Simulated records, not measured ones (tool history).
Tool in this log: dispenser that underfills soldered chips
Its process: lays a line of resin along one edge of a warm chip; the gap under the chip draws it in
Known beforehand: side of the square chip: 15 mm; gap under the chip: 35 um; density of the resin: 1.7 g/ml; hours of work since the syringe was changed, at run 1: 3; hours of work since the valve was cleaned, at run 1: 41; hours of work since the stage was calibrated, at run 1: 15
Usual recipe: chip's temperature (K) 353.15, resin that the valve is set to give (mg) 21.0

run,hour,chip's temperature (K),resin that the valve is set to give (mg),hours of work since the syringe was changed,hours of work since the valve was cleaned,hours of work since the stage was calibrated,time until the resin shows at the far edge (s),resin that the valve gave (mg)
1,0.0,353.15,21.0,3,41,15,237.0,20.32
2,5.4,353.15,21.0,6,45,19,272.6,20.06
# hour 6.2: new syringe of resin
3,9.6,353.15,21.0,2,47,21,227.7,20.11
4,15.0,353.15,21.0,6,50,25,259.8,20.12
# hour 16.8: new syringe of resin
5,18.5,353.15,21.0,1,52,27,215.6,20.05
6,23.5,353.15,21.0,4,56,30,247.4,19.95
# hour 27.3: new syringe of resin
7,28.4,353.15,21.0,1,59,33,209.5,19.79
# hour 31.8: dispensing valve cleaned and set on the balance
8,35.3,348.15,21.0,5,2,37,298.8,20.82
# hour 38.7: new syringe of resin
9,38.7,353.15,25.1,0,4,39,196.0,25.16
10,43.1,353.15,21.0,3,7,42,229.2,20.81
11,48.4,353.15,19.6,6,10,45,267.5,19.40
# hour 49.0: new syringe of resin
12,53.1,353.15,21.0,3,13,48,225.8,20.78
13,58.8,368.15,24.8,6,17,51,148.4,24.35
# hour 59.4: new syringe of resin
14,64.3,363.15,22.0,3,20,55,159.1,21.60
15,69.4,342.15,22.0,6,23,58,420.6,21.46
# hour 70.1: new syringe of resin
16,73.4,342.15,22.0,2,26,60,349.0,21.42
17,79.0,342.15,22.0,6,29,64,408.3,21.32
# hour 80.5: new syringe of resin
18,86.0,342.15,22.0,3,34,68,364.9,21.23
19,89.7,342.15,22.0,6,36,71,412.0,21.08
# hour 90.8: new syringe of resin
20,93.0,353.15,25.9,1,38,73,211.5,24.80
21,98.2,354.15,20.1,5,41,76,242.8,19.17
# hour 101.3: new syringe of resin
22,102.3,362.15,18.7,1,44,78,148.1,17.90
23,107.2,362.15,18.7,4,47,81,170.0,17.80

5 ways to go on from here, each from the tool as it stands after run 23. What would each give?
A,110.7,354.15,23.2,6,49,84,?,?
B,110.7,340.15,26.9,6,49,84,?,?
C,110.7,357.15,22.5,6,49,84,?,?
D,110.7,367.15,26.2,6,49,84,?,?
E,110.7,353.15,23.5,6,49,84,?,?

run,time until the resin shows at the far edge (s),resin that the valve gave (mg)
A,243.7,22.08
B,431.0,25.57
C,221.5,21.38
D,147.7,24.97
E,253.6,22.44
Take away the tool's hidden state, keep each run's random variation, and the runs would have read:
run,time until the resin shows at the far edge (s),resin that the valve gave (mg)
A,188.9,23.24
B,334.8,26.92
C,171.7,22.51
D,114.9,26.28
E,196.7,23.62
